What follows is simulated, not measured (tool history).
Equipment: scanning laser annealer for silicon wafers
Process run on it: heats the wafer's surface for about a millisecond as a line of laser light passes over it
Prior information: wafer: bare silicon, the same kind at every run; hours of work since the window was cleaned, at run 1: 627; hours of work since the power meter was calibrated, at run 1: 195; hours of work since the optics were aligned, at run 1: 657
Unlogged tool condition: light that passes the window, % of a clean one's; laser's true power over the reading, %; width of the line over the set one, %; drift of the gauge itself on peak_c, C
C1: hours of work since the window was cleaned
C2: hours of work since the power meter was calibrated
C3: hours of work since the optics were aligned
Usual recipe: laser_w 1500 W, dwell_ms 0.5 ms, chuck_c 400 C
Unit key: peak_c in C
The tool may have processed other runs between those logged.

Run 1, day 0: usual settings; C1 627; C2 195; C3 657. Result: peak_c 1154 C.
Run 2, day 0.496: usual settings; C1 634; C2 202; C3 664. Result: peak_c 1154 C.
Run 3, day 1.121: usual settings but laser_w 1453 W; C1 643; C2 211; C3 673. Result: peak_c 1129 C.
Run 4, day 1.775: usual settings but laser_w 1453 W; C1 652; C2 220; C3 682. Result: peak_c 1129 C.
Run 5, day 2.254: usual settings but laser_w 1453 W; C1 659; C2 227; C3 689. Result: peak_c 1131 C.
Run 6, day 2.871: usual settings but laser_w 1453 W; C1 668; C2 236; C3 698. Result: peak_c 1130 C.
Run 7, day 3.346: usual settings; C1 674; C2 243; C3 704. Result: peak_c 1155 C.
Run 8, day 3.725: usual settings; C1 680; C2 248; C3 710. Result: peak_c 1153 C.
Run 9, day 4.317: usual settings; C1 688; C2 257; C3 718. Result: peak_c 1153 C.
Run 10, day 4.925: usual settings but laser_w 1575 W; C1 697; C2 265; C3 727. Result: peak_c 1189 C.
Run 11, day 5.262: usual settings but laser_w 1575 W; C1 702; C2 270; C3 732. Result: peak_c 1190 C.
Run 12, day 5.796: usual settings but laser_w 1575 W; C1 709; C2 278; C3 739. Result: peak_c 1187 C.
Run 13, day 6.192: usual settings but dwell_ms 0.355 ms; C1 715; C2 283; C3 745. Result: peak_c 1033 C.
Run 14, day 6.554: usual settings but laser_w 1569 W; C1 720; C2 289; C3 750. Result: peak_c 1186 C.
At day 7.138: window over the wafer cleaned.
Run 15, day 7.275: usual settings but chuck_c 438 C; C1 2; C2 298; C3 759. Result: peak_c 1195 C.
Run 16, day 7.779: usual settings but chuck_c 425 C; C1 9; C2 305; C3 766. Result: peak_c 1177 C.
Run 17, day 8.129: usual settings but chuck_c 425 C; C1 14; C2 310; C3 771. Result: peak_c 1179 C.
Run 18, day 8.671: usual settings; C1 22; C2 317; C3 779. Result: peak_c 1155 C.
Run 19, day 9.283: usual settings; C1 31; C2 326; C3 788. Result: peak_c 1157 C.
Run 20, day 9.95: usual settings; C1 40; C2 336; C3 797. Result: peak_c 1157 C.
Run 21, day 10.617: usual settings; C1 50; C2 345; C3 807. Result: peak_c 1154 C.
Run 22, day 10.908: usual settings; C1 54; C2 349; C3 811. Result: peak_c 1159 C.
Run 23, day 11.475: usual settings but laser_w 1446 W; C1 62; C2 357; C3 819. Result: peak_c 1130 C.
Run 24, day 11.992: usual settings but laser_w 1561 W, dwell_ms 0.428 ms, chuck_c 397 C; C1 69; C2 365; C3 826. Result: peak_c 1120 C.
Run 25, day 12.6: usual settings but dwell_ms 0.372 ms, chuck_c 371 C; C1 78; C2 373; C3 835. Result: peak_c 1017 C.
Run 26, day 12.988: usual settings but laser_w 1462 W, chuck_c 368 C; C1 83; C2 379; C3 841. Result: peak_c 1107 C.
Run 27, day 13.492: usual settings but laser_w 1462 W, chuck_c 412 C; C1 91; C2 386; C3 848. Result: peak_c 1146 C.
Run 28, day 14.075: usual settings but laser_w 1462 W, chuck_c 412 C; C1 99; C2 394; C3 856. Result: peak_c 1147 C.
Run 29, day 14.504: usual settings but laser_w 1462 W, dwell_ms 0.406 ms, chuck_c 412 C; C1 105; C2 401; C3 862. Result: peak_c 1073 C.
Run 30, day 15.1: usual settings but laser_w 1462 W, dwell_ms 0.406 ms, chuck_c 412 C; C1 113; C2 409; C3 871. Result: peak_c 1074 C.
Run 31, day 15.567: usual settings but laser_w 1524 W, dwell_ms 0.501 ms, chuck_c 401 C; C1 120; C2 416; C3 877. Result: peak_c 1169 C.
Run 32, day 15.958: usual settings but laser_w 1345 W, dwell_ms 0.39 ms; C1 126; C2 421; C3 883. Result: peak_c 999 C.
Run 33, day 16.229: usual settings but laser_w 1345 W, dwell_ms 0.39 ms; C1 129; C2 425; C3 887. Result: peak_c 996 C.
Run 34, day 16.538: usual settings but laser_w 1607 W, dwell_ms 0.576 ms, chuck_c 401 C; C1 134; C2 429; C3 891. Result: peak_c 1271 C.
Run 35, day 16.912: usual settings but laser_w 1607 W, dwell_ms 0.576 ms, chuck_c 401 C; C1 139; C2 435; C3 896. Result: peak_c 1272 C.
Run 36, day 17.396: usual settings but laser_w 1621 W, dwell_ms 0.589 ms, chuck_c 378 C; C1 146; C2 442; C3 903. Result: peak_c 1266 C.
Run 37, day 17.983: usual settings but laser_w 1458 W, dwell_ms 0.394 ms, chuck_c 378 C; C1 154; C2 450; C3 912. Result: peak_c 1023 C.

The next listed run, before its measurement:
Run 38, day 18.488: usual settings but laser_w 1486 W, chuck_c 382 C; C1 162; C2 457; C3 919. Result: peak_c ?.

{"run 38": {"peak_c": 1132}}
With the hidden condition absent and the run-to-run variation left alone, this run would have shown peak_c 1133 C.

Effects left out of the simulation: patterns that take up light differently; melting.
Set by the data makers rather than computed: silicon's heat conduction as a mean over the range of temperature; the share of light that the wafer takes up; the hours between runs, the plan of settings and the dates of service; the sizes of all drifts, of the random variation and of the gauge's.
